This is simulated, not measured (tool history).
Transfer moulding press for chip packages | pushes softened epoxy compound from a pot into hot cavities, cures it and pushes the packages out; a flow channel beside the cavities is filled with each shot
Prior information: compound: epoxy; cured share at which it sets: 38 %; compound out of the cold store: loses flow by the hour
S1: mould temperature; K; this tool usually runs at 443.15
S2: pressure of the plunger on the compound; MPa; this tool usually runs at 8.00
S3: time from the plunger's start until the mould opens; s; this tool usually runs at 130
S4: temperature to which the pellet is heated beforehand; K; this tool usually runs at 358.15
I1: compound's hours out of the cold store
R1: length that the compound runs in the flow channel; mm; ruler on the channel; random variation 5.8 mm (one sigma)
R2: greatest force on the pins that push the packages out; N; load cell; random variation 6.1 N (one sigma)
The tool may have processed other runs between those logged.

| run | hour | S1 | S2 | S3 | S4 | I1 | R1 | R2 |
|---|---|---|---|---|---|---|---|---|
| 1 | 0.0 | 443.15 | 8.00 | 130 | 358.15 | 11.0 | 766 | 267 |
| 2 | 10.3 | 443.15 | 8.00 | 130 | 358.15 | 40.8 | 697 | 274 |
| 3 | 18.3 | 443.15 | 8.00 | 130 | 358.15 | 21.4 | 737 | 270 |
| 4 | 27.4 | 443.15 | 8.00 | 130 | 358.15 | 33.1 | 708 | 290 |
| 5 | 37.6 | 443.15 | 8.00 | 130 | 358.15 | 34.4 | 704 | 306 |
| 6 | 43.7 | 443.15 | 8.00 | 130 | 358.15 | 12.6 | 759 | 316 |
|  | 46.8 | cavities cleaned with cleaning compound and waxed |
| 7 | 53.1 | 443.15 | 7.26 | 130 | 358.15 | 32.2 | 667 | 252 |
| 8 | 62.9 | 443.15 | 7.26 | 130 | 358.15 | 41.8 | 640 | 256 |
| 9 | 71.3 | 443.15 | 7.26 | 130 | 358.15 | 42.7 | 635 | 271 |
| 10 | 76.1 | 443.15 | 8.00 | 130 | 367.15 | 38.4 | 684 | 264 |
| 11 | 80.8 | 443.15 | 8.00 | 130 | 367.15 | 45.0 | 668 | 274 |
| 12 | 89.0 | 443.15 | 8.00 | 137 | 358.15 | 33.1 | 700 | 283 |
| 13 | 95.3 | 443.15 | 8.00 | 159 | 358.15 | 35.7 | 679 | 287 |
| 14 | 105.6 | 443.15 | 6.35 | 130 | 358.15 | 39.0 | 619 | 310 |
|  | 109.0 | cavities cleaned with cleaning compound and waxed |
| 15 | 112.8 | 443.15 | 6.35 | 130 | 358.15 | 29.7 | 618 | 243 |
| 16 | 121.8 | 436.15 | 8.00 | 155 | 358.15 | 26.3 | 744 | 288 |
| 17 | 130.3 | 436.15 | 8.00 | 155 | 358.15 | 44.3 | 685 | 292 |
| 18 | 141.2 | 446.15 | 9.00 | 127 | 352.15 | 35.9 | 717 | 275 |
| 19 | 151.4 | 440.15 | 8.00 | 130 | 356.15 | 9.3 | 752 | 342 |
| 20 | 157.2 | 449.15 | 8.00 | 152 | 360.15 | 33.2 | 665 | 265 |
| 21 | 167.1 | 443.15 | 8.06 | 130 | 367.15 | 42.4 | 661 | 302 |

Run 22 has not been measured yet. What should we expect?
|  | 171.7 | cavities cleaned with cleaning compound and waxed |
| 22 | 173.5 | 443.15 | 7.16 | 130 | 365.15 | 9.0 | ? | ? |

R1: 707 mm
R2: 222 N
Minus the tool's unlogged condition, the same run would have read R1 748 mm, R2 221 N.
